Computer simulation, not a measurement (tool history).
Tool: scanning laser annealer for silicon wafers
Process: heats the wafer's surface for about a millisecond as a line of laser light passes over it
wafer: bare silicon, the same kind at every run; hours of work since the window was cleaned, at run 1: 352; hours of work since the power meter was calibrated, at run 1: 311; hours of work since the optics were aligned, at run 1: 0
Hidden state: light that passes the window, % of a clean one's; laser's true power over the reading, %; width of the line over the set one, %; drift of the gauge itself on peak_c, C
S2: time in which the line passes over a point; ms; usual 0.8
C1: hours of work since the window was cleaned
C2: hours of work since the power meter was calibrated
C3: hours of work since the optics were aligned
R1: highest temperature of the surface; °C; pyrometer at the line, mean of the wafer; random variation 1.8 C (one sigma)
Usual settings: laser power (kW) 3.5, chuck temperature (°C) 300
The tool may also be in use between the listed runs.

{"run": 1, "day": 0.0, "laser power (kW)": 3.5, "S2": 0.8, "chuck temperature (°C)": 300, "C1": 352, "C2": 311, "C3": 0, "R1": 1051}
{"run": 2, "day": 0.304, "laser power (kW)": 3.5, "S2": 0.8, "chuck temperature (°C)": 310, "C1": 357, "C2": 316, "C3": 5, "R1": 1061}
{"run": 3, "day": 0.671, "laser power (kW)": 3.5, "S2": 0.8, "chuck temperature (°C)": 310, "C1": 362, "C2": 321, "C3": 11, "R1": 1064}
{"run": 4, "day": 1.221, "laser power (kW)": 3.5, "S2": 0.8, "chuck temperature (°C)": 310, "C1": 371, "C2": 330, "C3": 20, "R1": 1058}
{"run": 5, "day": 1.767, "laser power (kW)": 3.642, "S2": 0.8, "chuck temperature (°C)": 300, "C1": 380, "C2": 339, "C3": 28, "R1": 1078}
{"run": 6, "day": 2.096, "laser power (kW)": 3.5, "S2": 0.8, "chuck temperature (°C)": 314, "C1": 385, "C2": 344, "C3": 34, "R1": 1062}
{"run": 7, "day": 2.558, "laser power (kW)": 3.703, "S2": 0.8, "chuck temperature (°C)": 314, "C1": 393, "C2": 352, "C3": 41, "R1": 1110}
{"run": 8, "day": 3.058, "laser power (kW)": 3.703, "S2": 0.8, "chuck temperature (°C)": 314, "C1": 401, "C2": 360, "C3": 49, "R1": 1109}
{"run": 9, "day": 3.558, "laser power (kW)": 3.703, "S2": 0.8, "chuck temperature (°C)": 314, "C1": 409, "C2": 368, "C3": 57, "R1": 1107}
{"run": 10, "day": 3.975, "laser power (kW)": 3.703, "S2": 0.8, "chuck temperature (°C)": 314, "C1": 415, "C2": 374, "C3": 64, "R1": 1109}
{"run": 11, "day": 4.3, "laser power (kW)": 3.679, "S2": 0.8, "chuck temperature (°C)": 300, "C1": 421, "C2": 380, "C3": 69, "R1": 1087}
{"run": 12, "day": 4.596, "laser power (kW)": 3.679, "S2": 0.8, "chuck temperature (°C)": 300, "C1": 425, "C2": 384, "C3": 74, "R1": 1089}
{"run": 13, "day": 5.038, "laser power (kW)": 3.679, "S2": 0.81, "chuck temperature (°C)": 300, "C1": 432, "C2": 391, "C3": 81, "R1": 1090}
{"run": 14, "day": 5.383, "laser power (kW)": 3.5, "S2": 0.8, "chuck temperature (°C)": 300, "C1": 438, "C2": 397, "C3": 86, "R1": 1048}
{"run": 15, "day": 5.946, "laser power (kW)": 3.5, "S2": 0.8, "chuck temperature (°C)": 300, "C1": 447, "C2": 406, "C3": 95, "R1": 1043}
{"run": 16, "day": 6.321, "laser power (kW)": 3.5, "S2": 0.8, "chuck temperature (°C)": 300, "C1": 453, "C2": 412, "C3": 101, "R1": 1043}
{"run": 17, "day": 6.858, "laser power (kW)": 3.607, "S2": 0.8, "chuck temperature (°C)": 300, "C1": 462, "C2": 421, "C3": 110, "R1": 1069}
{"run": 18, "day": 7.433, "laser power (kW)": 3.5, "S2": 0.8, "chuck temperature (°C)": 283, "C1": 471, "C2": 430, "C3": 119, "R1": 1028}
{"run": 19, "day": 7.721, "laser power (kW)": 3.5, "S2": 0.8, "chuck temperature (°C)": 283, "C1": 475, "C2": 434, "C3": 124, "R1": 1029}
{"run": 20, "day": 8.308, "laser power (kW)": 3.5, "S2": 0.8, "chuck temperature (°C)": 283, "C1": 485, "C2": 444, "C3": 133, "R1": 1026}
{"run": 21, "day": 8.871, "laser power (kW)": 3.847, "S2": 0.982, "chuck temperature (°C)": 328, "C1": 494, "C2": 453, "C3": 142, "R1": 1226}
{"run": 22, "day": 9.304, "laser power (kW)": 3.847, "S2": 0.71, "chuck temperature (°C)": 328, "C1": 501, "C2": 460, "C3": 149, "R1": 1107}
{"run": 23, "day": 9.696, "laser power (kW)": 3.522, "S2": 0.9, "chuck temperature (°C)": 328, "C1": 507, "C2": 466, "C3": 155, "R1": 1116}
{"run": 24, "day": 9.962, "laser power (kW)": 3.795, "S2": 0.665, "chuck temperature (°C)": 288, "C1": 511, "C2": 470, "C3": 160, "R1": 1037}
{"run": 25, "day": 10.333, "laser power (kW)": 3.771, "S2": 0.665, "chuck temperature (°C)": 288, "C1": 517, "C2": 476, "C3": 166, "R1": 1030}
{"run": 26, "day": 10.65, "laser power (kW)": 3.721, "S2": 0.843, "chuck temperature (°C)": 303, "C1": 522, "C2": 481, "C3": 171, "R1": 1110}
{"run": 27, "day": 11.017, "laser power (kW)": 3.721, "S2": 0.843, "chuck temperature (°C)": 264, "C1": 528, "C2": 487, "C3": 177, "R1": 1071}

Run 28 comes next. What will it give?
{"run": 28, "day": 11.271, "laser power (kW)": 3.721, "S2": 0.843, "chuck temperature (°C)": 264, "C1": 532, "C2": 491, "C3": 181, "R1": "?"}

R1: 1071 °C
Without the tool's hidden state the same run would have given R1 1102 °C.
